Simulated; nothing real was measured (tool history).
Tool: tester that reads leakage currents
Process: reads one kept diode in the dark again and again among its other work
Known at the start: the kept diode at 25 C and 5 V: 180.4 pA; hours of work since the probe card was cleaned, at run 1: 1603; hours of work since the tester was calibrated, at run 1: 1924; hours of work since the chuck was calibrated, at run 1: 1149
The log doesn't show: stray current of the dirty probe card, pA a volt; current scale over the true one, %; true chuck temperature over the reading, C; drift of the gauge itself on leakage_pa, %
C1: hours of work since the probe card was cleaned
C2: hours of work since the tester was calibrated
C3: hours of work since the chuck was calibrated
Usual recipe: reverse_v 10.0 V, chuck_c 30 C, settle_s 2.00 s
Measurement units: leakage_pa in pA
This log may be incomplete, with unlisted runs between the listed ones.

Run 1, hour 0.0: usual settings; C1 1603; C2 1924; C3 1149. Result: leakage_pa 355.05 pA.
Run 2, hour 90.1: usual settings but settle_s 3.75 s; C1 1642; C2 1963; C3 1188. Result: leakage_pa 353.74 pA.
Run 3, hour 243.3: usual settings; C1 1709; C2 2030; C3 1255. Result: leakage_pa 356.77 pA.
Run 4, hour 400.1: usual settings but settle_s 5.81 s; C1 1778; C2 2099; C3 1324. Result: leakage_pa 356.21 pA.
Run 5, hour 577.8: usual settings; C1 1855; C2 2176; C3 1402. Result: leakage_pa 354.39 pA.
Run 6, hour 660.2: usual settings but chuck_c 43 C; C1 1891; C2 2212; C3 1438. Result: leakage_pa 914.04 pA.
Run 7, hour 842.7: usual settings but reverse_v 1.8 V, chuck_c 43 C; C1 1971; C2 2292; C3 1518. Result: leakage_pa 445.32 pA.
Run 8, hour 954.8: usual settings but reverse_v 1.8 V, chuck_c 43 C; C1 2020; C2 2341; C3 1567. Result: leakage_pa 448.36 pA.
Run 9, hour 1056.7: usual settings but reverse_v 1.8 V, chuck_c 51 C; C1 2065; C2 2386; C3 1611. Result: leakage_pa 766.52 pA.
Run 10, hour 1152.2: usual settings but reverse_v 1.8 V, chuck_c 51 C; C1 2106; C2 2427; C3 1653. Result: leakage_pa 771.07 pA.
Run 11, hour 1309.4: usual settings but reverse_v 1.5 V, chuck_c 51 C; C1 2175; C2 2496; C3 1722. Result: leakage_pa 711.27 pA.
Run 12, hour 1419.6: usual settings but reverse_v 1.5 V, chuck_c 51 C; C1 2223; C2 2544; C3 1770. Result: leakage_pa 711.20 pA.
Run 13, hour 1591.0: usual settings but reverse_v 7.3 V; C1 2298; C2 2619; C3 1845. Result: leakage_pa 311.41 pA.
At hour 1651.4: chuck's temperature calibrated.
Run 14, hour 1674.9: usual settings but reverse_v 7.3 V; C1 2334; C2 2655; C3 10. Result: leakage_pa 312.77 pA.
Run 15, hour 1871.7: usual settings but reverse_v 7.3 V; C1 2420; C2 2741; C3 96. Result: leakage_pa 311.91 pA.
Run 16, hour 1977.4: usual settings; C1 2466; C2 2787; C3 143. Result: leakage_pa 354.44 pA.
Run 17, hour 2133.7: usual settings; C1 2535; C2 2856; C3 211. Result: leakage_pa 356.02 pA.
Run 18, hour 2330.9: usual settings; C1 2621; C2 2942; C3 297. Result: leakage_pa 355.60 pA.
Run 19, hour 2475.3: usual settings; C1 2684; C2 3005; C3 360. Result: leakage_pa 358.04 pA.
Run 20, hour 2587.4: usual settings; C1 2733; C2 3054; C3 409. Result: leakage_pa 354.87 pA.
Run 21, hour 2690.6: usual settings; C1 2778; C2 3099; C3 454. Result: leakage_pa 355.07 pA.
At hour 2715.7: tester calibrated.
Run 22, hour 2799.0: usual settings but chuck_c 27 C, settle_s 1.29 s; C1 2825; C2 36; C3 501. Result: leakage_pa 284.98 pA.
Run 23, hour 2929.5: usual settings but reverse_v 9.9 V; C1 2882; C2 93; C3 558. Result: leakage_pa 355.01 pA.
Run 24, hour 3122.1: usual settings but reverse_v 9.9 V; C1 2966; C2 178; C3 642. Result: leakage_pa 355.56 pA.
Run 25, hour 3273.9: usual settings but reverse_v 9.9 V, chuck_c 21 C; C1 3032; C2 244; C3 708. Result: leakage_pa 175.41 pA.
Run 26, hour 3413.7: usual settings but reverse_v 3.1 V, settle_s 5.25 s; C1 3093; C2 305; C3 770. Result: leakage_pa 218.53 pA.
Run 27, hour 3576.6: usual settings but reverse_v 3.2 V, chuck_c 23 C, settle_s 1.88 s; C1 3165; C2 376; C3 841. Result: leakage_pa 128.65 pA.
Run 28, hour 3692.1: usual settings but reverse_v 3.2 V, chuck_c 23 C, settle_s 1.88 s; C1 3215; C2 427; C3 891. Result: leakage_pa 127.95 pA.
Run 29, hour 3877.2: usual settings but reverse_v 3.2 V, chuck_c 23 C, settle_s 1.88 s; C1 3296; C2 508; C3 972. Result: leakage_pa 128.74 pA.
Run 30, hour 4020.8: usual settings but reverse_v 3.2 V, chuck_c 23 C, settle_s 1.88 s; C1 3359; C2 571; C3 1035. Result: leakage_pa 128.87 pA.
Run 31, hour 4124.8: usual settings but reverse_v 15.6 V, settle_s 2.23 s; C1 3404; C2 616; C3 1081. Result: leakage_pa 429.52 pA.
At hour 4201.7: probe card cleaned and baked.
Run 32, hour 4241.0: usual settings but reverse_v 2.1 V, chuck_c 55 C, settle_s 2.23 s; C1 17; C2 666; C3 1130. Result: leakage_pa 1066.44 pA.
Run 33, hour 4321.7: usual settings but reverse_v 7.0 V, chuck_c 38 C, settle_s 2.05 s; C1 52; C2 701; C3 1165. Result: leakage_pa 551.34 pA.
Run 34, hour 4456.7: usual settings but reverse_v 1.4 V, chuck_c 34 C, settle_s 1.29 s; C1 111; C2 760; C3 1224. Result: leakage_pa 211.80 pA.
Run 35, hour 4636.2: usual settings but reverse_v 1.1 V, chuck_c 34 C, settle_s 1.29 s; C1 190; C2 838; C3 1303. Result: leakage_pa 191.54 pA.
Run 36, hour 4719.3: usual settings but reverse_v 12.7 V, chuck_c 53 C; C1 226; C2 875; C3 1339. Result: leakage_pa 1978.28 pA.
Run 37, hour 4888.9: usual settings but reverse_v 12.7 V, chuck_c 20 C, settle_s 1.40 s; C1 300; C2 949; C3 1413. Result: leakage_pa 182.12 pA.
Run 38, hour 5019.8: usual settings but reverse_v 12.7 V, chuck_c 20 C, settle_s 1.40 s; C1 358; C2 1006; C3 1471. Result: leakage_pa 181.97 pA.
Run 39, hour 5123.5: usual settings but reverse_v 12.7 V, chuck_c 20 C, settle_s 1.40 s; C1 403; C2 1051; C3 1516. Result: leakage_pa 181.61 pA.

Alternative continuations, all from the tool just after run 39; predict every row:
Run A, hour 5224.0: usual settings but reverse_v 12.7 V, chuck_c 27 C, settle_s 1.40 s; C1 447; C2 1095; C3 1560. Result: leakage_pa ?.
Run B, hour 5224.0: usual settings but reverse_v 1.7 V, chuck_c 23 C, settle_s 1.40 s; C1 447; C2 1095; C3 1560. Result: leakage_pa ?.
Run C, hour 5224.0: usual settings but reverse_v 16.2 V, chuck_c 32 C, settle_s 0.50 s; C1 447; C2 1095; C3 1560. Result: leakage_pa ?.
Run D, hour 5224.0: usual settings but reverse_v 1.1 V, settle_s 1.36 s; C1 447; C2 1095; C3 1560. Result: leakage_pa ?.
Run E, hour 5224.0: usual settings but reverse_v 3.6 V, chuck_c 46 C, settle_s 4.36 s; C1 447; C2 1095; C3 1560. Result: leakage_pa ?.

run  leakage_pa
  A      313.89
  B       98.52
  C      512.74
  D      141.72
  E      732.60
With the hidden condition removed and each run's random variation left untouched, the same runs would have given:
run  leakage_pa
  A      314.17
  B       98.63
  C      513.22
  D      141.88
  E      733.39

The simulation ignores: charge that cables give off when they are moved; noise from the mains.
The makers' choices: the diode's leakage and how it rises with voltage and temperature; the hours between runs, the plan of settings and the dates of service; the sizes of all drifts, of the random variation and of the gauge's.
